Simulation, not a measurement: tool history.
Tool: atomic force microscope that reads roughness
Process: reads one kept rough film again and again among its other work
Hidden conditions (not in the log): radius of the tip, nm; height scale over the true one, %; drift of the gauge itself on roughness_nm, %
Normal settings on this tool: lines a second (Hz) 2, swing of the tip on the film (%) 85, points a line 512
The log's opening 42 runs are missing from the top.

run,hour,lines a second (Hz),swing of the tip on the film (%),points a line,pictures with this tip,hours of work since the height scale was calibrated,roughness of the kept film (nm (root mean square))
43,1715.5,2.93,72,410,221,1380,2.1
# hour 1765.2: new tip fitted
44,1771.1,2,83,261,8,1405,2.041
45,1800.2,2.89,69,512,45,1418,2.178
46,1830.8,2.89,86,512,84,1432,1.796
47,1864.5,0.64,86,717,127,1447,2.364
48,1887.5,0.64,74,724,157,1457,2.476
49,1931.2,2.03,59,767,213,1477,2.435
50,1956,2.47,79,354,245,1488,2.025
# hour 1987.7: new tip fitted
51,2006.3,1.15,87,512,24,1510,2.188
52,2047,2,77,512,76,1528,2.162
53,2096.8,2,63,291,140,1550,2.338
54,2147.6,1.67,74,291,205,1573,2.25

Here are 3 independent what-if runs from the current tool condition. What would each one return?
A,2170.1,2.07,74,291,234,1583,?
B,2170.1,2.73,85,340,234,1583,?
C,2170.1,2,56,334,234,1583,?

run,roughness of the kept film (nm (root mean square))
A,2.185
B,1.856
C,2.43
Take away the tool's hidden state, keep each run's random variation, and the runs would have read:
run,roughness of the kept film (nm (root mean square))
A,2.19
B,1.86
C,2.435
